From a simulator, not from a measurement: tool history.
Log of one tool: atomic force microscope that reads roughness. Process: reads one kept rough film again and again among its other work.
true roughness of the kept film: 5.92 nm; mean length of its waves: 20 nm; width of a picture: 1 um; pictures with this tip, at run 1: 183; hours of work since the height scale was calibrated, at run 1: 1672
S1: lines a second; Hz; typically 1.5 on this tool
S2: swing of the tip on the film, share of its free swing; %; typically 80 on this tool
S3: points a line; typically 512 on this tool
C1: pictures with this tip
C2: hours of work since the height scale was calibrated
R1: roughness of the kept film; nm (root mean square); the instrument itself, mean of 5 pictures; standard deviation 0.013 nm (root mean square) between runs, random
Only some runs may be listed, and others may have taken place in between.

run,hour,S1,S2,S3,C1,C2,R1
1,0,1.5,80,512,183,1672,2.553
2,62.3,1.5,80,485,285,1709,2.252
# hour 124.6: new tip fitted
3,135,1.5,80,512,17,1750,2.937
4,201.5,1.5,80,512,124,1789,2.56
5,241.3,1.5,80,512,189,1812,2.392
# hour 248.3: height scale calibrated on a step standard
6,281.9,1.5,80,512,253,19,2.197
7,313.4,1.24,80,584,304,38,2.152
8,351.4,0.76,80,512,366,60,2.116
# hour 363.7: new tip fitted
9,382.4,0.76,80,512,30,77,3.166
10,421.5,3.85,68,512,94,100,2.54
11,469.4,3.85,68,512,171,127,2.315
12,524.5,3.85,68,512,261,159,2.112

Alternative continuations, all from the tool just after run 12; predict every row:
# hour 558.6: height scale calibrated on a step standard, once more
A,590.3,3.85,77,267,366,18,?
# hour 558.6: height scale calibrated on a step standard, once more
B,590.3,2.96,83,689,366,18,?
# hour 558.6: height scale calibrated on a step standard, once more
C,590.3,1.5,80,338,366,18,?
# hour 558.6: height scale calibrated on a step standard, once more
D,590.3,3.85,68,499,366,18,?

run,R1
A,1.7
B,1.723
C,2.024
D,1.962
With no hidden state in the tool, these same runs would have given:
run,R1
A,2.625
B,2.661
C,3.124
D,3.028
